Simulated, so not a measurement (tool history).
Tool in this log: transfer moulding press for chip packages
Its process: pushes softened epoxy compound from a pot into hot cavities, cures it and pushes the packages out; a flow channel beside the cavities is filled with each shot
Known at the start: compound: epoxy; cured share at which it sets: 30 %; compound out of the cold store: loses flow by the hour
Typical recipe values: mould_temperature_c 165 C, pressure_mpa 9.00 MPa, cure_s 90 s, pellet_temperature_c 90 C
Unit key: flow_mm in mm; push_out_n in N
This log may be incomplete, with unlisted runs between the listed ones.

run	hour	mould_temperature_c	pressure_mpa	cure_s	pellet_temperature_c	incoming compound's hours out of the cold store	flow_mm	push_out_n
1	0.0	165	9.00	90	90	25.6	707	206
2	35.1	165	9.00	90	83	17.6	718	283
3	61.1	165	9.00	90	83	38.1	669	319
# hour 79.2: cavities cleaned with cleaning compound and waxed
4	116.3	165	9.00	90	83	29.4	684	291
5	154.5	165	9.00	90	91	23.1	689	315
# hour 160.7: cavities cleaned with cleaning compound and waxed
6	183.9	165	9.00	90	91	29.8	644	266
7	220.9	165	10.58	90	90	17.4	732	312
# hour 238.9: cavities cleaned with cleaning compound and waxed
# hour 252.4: plunger's sealing rings changed
8	261.2	165	10.58	90	90	32.3	802	252
9	292.6	165	10.58	90	90	45.5	764	289
# hour 322.1: cavities cleaned with cleaning compound and waxed
10	347.6	165	10.58	90	90	41.5	757	258
11	371.7	165	10.58	90	90	19.1	820	303
12	395.4	162	10.58	90	90	36.3	780	366
# hour 401.1: mould's thermocouples calibrated
# hour 402.6: cavities cleaned with cleaning compound and waxed
13	422.8	162	10.58	90	90	42.4	748	308
14	463.8	165	9.82	90	90	18.2	759	313
# hour 484.2: cavities cleaned with cleaning compound and waxed
15	490.1	163	8.02	88	90	31.7	672	252
# hour 508.4: mould's thermocouples calibrated, once more
16	529.8	169	8.02	83	98	26.4	651	275
# hour 566.9: cavities cleaned with cleaning compound and waxed
17	569.7	160	8.14	89	98	33.1	664	300
18	621.8	160	8.14	89	98	17.7	687	444
# hour 646.8: cavities cleaned with cleaning compound and waxed
19	672.1	160	9.16	111	91	16.2	724	252
20	717.1	160	9.16	111	91	24.4	691	294
# hour 728.1: cavities cleaned with cleaning compound and waxed
21	761.1	160	7.50	111	91	26.0	608	257
# hour 772.6: plunger's sealing rings changed
22	801.9	165	8.07	84	90	25.2	698	356
# hour 808.6: cavities cleaned with cleaning compound and waxed
23	855.0	171	10.41	90	90	41.1	745	242
# hour 886.1: cavities cleaned with cleaning compound and waxed
24	892.1	171	10.41	117	96	23.4	773	170
25	919.4	169	8.63	85	85	45.8	649	252
26	947.3	169	8.63	85	85	24.3	705	284
# hour 964.1: cavities cleaned with cleaning compound and waxed
27	997.3	161	10.48	90	90	17.6	791	376

Each row is a separate what-if for the run after 27, all from the same tool condition, not one after another. Results?
# hour 1045.9: cavities cleaned with cleaning compound and waxed
A	1053.1	161	10.51	122	93	28.9	?	?
# hour 1045.9: cavities cleaned with cleaning compound and waxed
B	1053.1	165	9.00	90	99	39.0	?	?
# hour 1045.9: cavities cleaned with cleaning compound and waxed
C	1053.1	161	7.56	90	86	15.4	?	?
# hour 1045.9: cavities cleaned with cleaning compound and waxed
D	1053.1	169	10.48	90	85	25.9	?	?

run	flow_mm	push_out_n
A	764	192
B	672	219
C	678	301
D	742	189
What these runs would have given with no unlogged condition in the tool:
run	flow_mm	push_out_n
A	828	175
B	728	204
C	735	287
D	805	172

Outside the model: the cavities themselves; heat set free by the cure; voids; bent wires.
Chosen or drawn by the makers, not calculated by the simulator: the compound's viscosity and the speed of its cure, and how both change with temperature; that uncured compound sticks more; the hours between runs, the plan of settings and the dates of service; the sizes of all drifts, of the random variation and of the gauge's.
